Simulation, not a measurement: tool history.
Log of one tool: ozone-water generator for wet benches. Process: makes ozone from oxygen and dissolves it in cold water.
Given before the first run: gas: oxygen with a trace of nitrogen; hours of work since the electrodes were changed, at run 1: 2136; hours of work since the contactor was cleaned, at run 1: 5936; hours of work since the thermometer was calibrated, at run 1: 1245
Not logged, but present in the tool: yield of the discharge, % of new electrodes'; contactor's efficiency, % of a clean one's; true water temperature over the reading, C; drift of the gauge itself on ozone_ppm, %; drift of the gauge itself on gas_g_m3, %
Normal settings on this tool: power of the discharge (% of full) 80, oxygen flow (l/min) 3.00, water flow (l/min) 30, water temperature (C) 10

run,hour,power of the discharge (% of full),oxygen flow (l/min),water flow (l/min),water temperature (C),hours of work since the electrodes were changed,hours of work since the contactor was cleaned,hours of work since the thermometer was calibrated,dissolved ozone (ppm),ozone in the gas ahead of the water (g/m3)
1,0.0,80,3.00,30,10,2136,5936,1245,10.6,225.9
2,67.3,80,3.00,30,10,2196,5996,1305,10.2,225.2
3,183.9,80,3.00,39,10,2299,6099,1408,7.4,224.6
4,337.3,80,3.00,39,10,2435,6235,1544,7.2,223.4
5,487.6,80,3.00,39,10,2569,6368,1678,7.3,222.2
6,634.6,80,3.00,39,10,2699,6499,1808,7.1,224.0
7,764.0,80,3.00,39,10,2814,6613,1923,7.5,223.5
8,927.4,80,3.00,30,10,2959,6758,2068,10.0,222.0
9,1072.6,80,3.00,30,10,3087,6887,2196,10.1,223.6
10,1194.4,80,3.00,30,10,3195,6995,2304,9.9,219.5
11,1268.0,85,3.00,30,10,3261,7060,2370,10.3,232.3
# hour 1283.9: contactor cleaned
12,1400.7,85,2.47,30,10,3375,104,2484,9.6,243.7
13,1549.7,85,2.47,30,10,3507,236,2616,9.5,241.7
14,1623.2,85,2.47,30,10,3572,301,2681,9.4,245.4
# hour 1733.3: contactor cleaned, once more
15,1738.5,85,2.47,30,10,3671,5,2780,9.4,242.6
16,1873.0,80,3.00,30,10,3790,124,2899,10.1,219.6
17,1978.7,88,3.00,30,10,3884,218,2993,10.5,228.3
18,2070.3,80,2.30,30,10,3965,299,3074,8.8,236.8
19,2209.7,80,2.30,30,10,4089,422,3198,8.5,236.0
20,2333.0,44,2.56,24,10,4198,532,3307,7.7,150.8
21,2464.8,44,2.56,24,10,4315,649,3424,8.0,149.9
22,2590.0,80,3.00,30,13,4426,760,3535,9.8,214.3
23,2736.7,80,3.00,30,13,4556,890,3665,9.5,212.3
24,2869.4,80,3.00,48,10,4674,1007,3783,5.4,213.4
25,2966.9,80,3.00,48,10,4760,1094,3869,5.5,214.5
26,3060.3,80,3.44,20,10,4843,1177,3952,16.1,202.1
# hour 3111.4: water thermometer calibrated
27,3165.9,79,3.44,20,10,4936,1270,48,16.2,200.1
28,3288.2,82,5.34,20,10,5044,1378,157,19.2,177.3
29,3409.5,80,3.00,42,5,5152,1486,264,6.3,211.6
30,3498.0,80,3.00,42,5,5231,1564,343,6.5,211.7
31,3566.5,80,3.00,42,5,5291,1625,404,6.4,211.2
32,3691.3,75,3.00,30,8,5402,1736,514,9.4,199.7

Predict each of these 4 candidate next runs independently; none follows another, all start after run 32:
A,3853.2,75,4.39,38,8,5545,1879,658,?,?
B,3853.2,75,3.00,30,7,5545,1879,658,?,?
C,3853.2,80,2.84,26,14,5545,1879,658,?,?
D,3853.2,80,1.91,30,8,5545,1879,658,?,?

run,dissolved ozone (ppm),ozone in the gas ahead of the water (g/m3)
A,8.4,177.6
B,9.2,200.1
C,10.9,211.2
D,7.9,244.6
Stripped of hidden state, with their random variation kept, the same runs would have yielded:
run,dissolved ozone (ppm),ozone in the gas ahead of the water (g/m3)
A,9.6,199.6
B,10.5,224.9
C,12.5,238.5
D,9.0,276.1

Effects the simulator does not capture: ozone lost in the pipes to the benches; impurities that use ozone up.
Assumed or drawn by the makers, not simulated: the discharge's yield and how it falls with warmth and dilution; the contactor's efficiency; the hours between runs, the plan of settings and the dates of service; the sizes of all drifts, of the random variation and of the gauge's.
